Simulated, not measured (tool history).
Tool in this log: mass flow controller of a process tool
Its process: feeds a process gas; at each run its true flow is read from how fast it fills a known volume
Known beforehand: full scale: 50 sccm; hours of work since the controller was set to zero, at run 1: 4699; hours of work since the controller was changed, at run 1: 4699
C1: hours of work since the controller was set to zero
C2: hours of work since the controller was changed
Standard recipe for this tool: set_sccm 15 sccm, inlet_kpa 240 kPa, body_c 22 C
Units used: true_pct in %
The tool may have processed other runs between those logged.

run 1 hour=0.0 | set_sccm=15 inlet_kpa=240 body_c=22 | C1=4699 C2=4699 | true_pct=99.25
run 2 hour=140.6 | set_sccm=15 inlet_kpa=240 body_c=22 | C1=4804 C2=4804 | true_pct=99.38
run 3 hour=296.9 | set_sccm=15 inlet_kpa=240 body_c=22 | C1=4922 C2=4922 | true_pct=99.32
run 4 hour=476.4 | set_sccm=15 inlet_kpa=240 body_c=22 | C1=5057 C2=5057 | true_pct=99.30
run 5 hour=665.3 | set_sccm=15 inlet_kpa=221 body_c=22 | C1=5198 C2=5198 | true_pct=99.22
run 6 hour=992.4 | set_sccm=15 inlet_kpa=240 body_c=22 | C1=5444 C2=5444 | true_pct=99.28
run 7 hour=1265.2 | set_sccm=15 inlet_kpa=240 body_c=22 | C1=5649 C2=5649 | true_pct=99.25
run 8 hour=1568.9 | set_sccm=15 inlet_kpa=240 body_c=22 | C1=5877 C2=5877 | true_pct=99.34
run 9 hour=1737.9 | set_sccm=15 inlet_kpa=240 body_c=22 | C1=6004 C2=6004 | true_pct=99.24
run 10 hour=1885.2 | set_sccm=15 inlet_kpa=240 body_c=20 | C1=6115 C2=6115 | true_pct=99.38
run 11 hour=2097.6 | set_sccm=15 inlet_kpa=240 body_c=20 | C1=6274 C2=6274 | true_pct=99.38
run 12 hour=2324.8 | set_sccm=7 inlet_kpa=240 body_c=22 | C1=6445 C2=6445 | true_pct=100.96
-- hour=2417.8 controller's zero set anew
run 13 hour=2504.1 | set_sccm=7 inlet_kpa=240 body_c=22 | C1=65 C2=6579 | true_pct=97.37
run 14 hour=2810.3 | set_sccm=15 inlet_kpa=240 body_c=29 | C1=295 C2=6809 | true_pct=96.76
run 15 hour=3137.5 | set_sccm=15 inlet_kpa=240 body_c=22 | C1=541 C2=7055 | true_pct=97.45
run 16 hour=3344.0 | set_sccm=15 inlet_kpa=240 body_c=22 | C1=696 C2=7210 | true_pct=97.49
run 17 hour=3560.5 | set_sccm=23 inlet_kpa=240 body_c=22 | C1=858 C2=7373 | true_pct=97.58
run 18 hour=3706.4 | set_sccm=15 inlet_kpa=184 body_c=22 | C1=968 C2=7482 | true_pct=97.00
run 19 hour=4010.4 | set_sccm=15 inlet_kpa=258 body_c=22 | C1=1196 C2=7711 | true_pct=97.48
run 20 hour=4254.2 | set_sccm=15 inlet_kpa=240 body_c=38 | C1=1379 C2=7894 | true_pct=95.57
run 21 hour=4581.7 | set_sccm=15 inlet_kpa=240 body_c=22 | C1=1625 C2=8140 | true_pct=97.42
run 22 hour=4907.4 | set_sccm=15 inlet_kpa=240 body_c=22 | C1=1870 C2=8384 | true_pct=97.34
run 23 hour=5193.9 | set_sccm=15 inlet_kpa=240 body_c=22 | C1=2085 C2=8600 | true_pct=97.43
run 24 hour=5356.3 | set_sccm=15 inlet_kpa=240 body_c=22 | C1=2207 C2=8722 | true_pct=97.31
run 25 hour=5688.3 | set_sccm=15 inlet_kpa=240 body_c=22 | C1=2457 C2=8971 | true_pct=97.33
run 26 hour=5945.2 | set_sccm=6 inlet_kpa=240 body_c=30 | C1=2650 C2=9164 | true_pct=97.34
run 27 hour=6277.2 | set_sccm=5 inlet_kpa=274 body_c=20 | C1=2899 C2=9413 | true_pct=99.10
run 28 hour=6552.1 | set_sccm=44 inlet_kpa=277 body_c=20 | C1=3105 C2=9620 | true_pct=97.74
-- hour=6614.3 controller exchanged for a calibrated one
run 29 hour=6867.6 | set_sccm=41 inlet_kpa=158 body_c=22 | C1=190 C2=190 | true_pct=99.95
run 30 hour=7116.8 | set_sccm=41 inlet_kpa=158 body_c=22 | C1=377 C2=377 | true_pct=99.98
run 31 hour=7306.0 | set_sccm=33 inlet_kpa=202 body_c=36 | C1=520 C2=520 | true_pct=98.45
run 32 hour=7528.4 | set_sccm=5 inlet_kpa=242 body_c=32 | C1=687 C2=687 | true_pct=99.47
run 33 hour=7730.8 | set_sccm=5 inlet_kpa=242 body_c=32 | C1=839 C2=839 | true_pct=99.63
run 34 hour=8026.5 | set_sccm=13 inlet_kpa=170 body_c=37 | C1=1061 C2=1061 | true_pct=97.92
run 35 hour=8177.2 | set_sccm=13 inlet_kpa=235 body_c=37 | C1=1174 C2=1174 | true_pct=98.38
run 36 hour=8488.1 | set_sccm=13 inlet_kpa=235 body_c=37 | C1=1407 C2=1407 | true_pct=98.33
run 37 hour=8733.4 | set_sccm=13 inlet_kpa=235 body_c=37 | C1=1592 C2=1592 | true_pct=98.48
run 38 hour=9059.5 | set_sccm=6 inlet_kpa=180 body_c=24 | C1=1837 C2=1837 | true_pct=100.24
run 39 hour=9398.2 | set_sccm=6 inlet_kpa=180 body_c=24 | C1=2091 C2=2091 | true_pct=100.21
run 40 hour=9691.5 | set_sccm=42 inlet_kpa=180 body_c=40 | C1=2311 C2=2311 | true_pct=97.70
run 41 hour=9863.7 | set_sccm=31 inlet_kpa=234 body_c=40 | C1=2441 C2=2441 | true_pct=97.93
run 42 hour=10027.0 | set_sccm=15 inlet_kpa=150 body_c=37 | C1=2563 C2=2563 | true_pct=97.64
run 43 hour=10321.3 | set_sccm=15 inlet_kpa=190 body_c=37 | C1=2784 C2=2784 | true_pct=97.91
run 44 hour=10510.6 | set_sccm=15 inlet_kpa=196 body_c=25 | C1=2927 C2=2927 | true_pct=99.33
run 45 hour=10671.9 | set_sccm=13 inlet_kpa=240 body_c=30 | C1=3048 C2=3048 | true_pct=99.15
run 46 hour=10887.5 | set_sccm=13 inlet_kpa=240 body_c=30 | C1=3210 C2=3210 | true_pct=99.09
run 47 hour=11099.4 | set_sccm=13 inlet_kpa=240 body_c=30 | C1=3369 C2=3369 | true_pct=99.25

Selected run-to-run steps in true_pct, each split into two signed amounts: the part the tool would show with no hidden state at all (from settings, incoming material and random variation), and the remainder, which goes to the hidden state together with any gauge scatter not common to the measured and the hidden-state-free results:
Hidden state present: flow at rest that the sensor doesn't see, % of full scale; true flow over the shown one, %; drift of the gauge itself on true_pct, %.
Run 12 -> 13: controller's zero set anew. true_pct -3.59 %: hidden state -3.66, all else +0.07.
Run 27 -> 28: set_sccm 5 -> 44, inlet_kpa 274 -> 277. true_pct -1.36 %: hidden state -2.15, all else +0.79.
Run 28 -> 29: set_sccm 44 -> 41, inlet_kpa 277 -> 158, body_c 20 -> 22, controller exchanged for a calibrated one. true_pct +2.21 %: hidden state +3.29, all else -1.08.
Run 39 -> 40: set_sccm 6 -> 42, body_c 24 -> 40. true_pct -2.51 %: hidden state -1.65, all else -0.86.
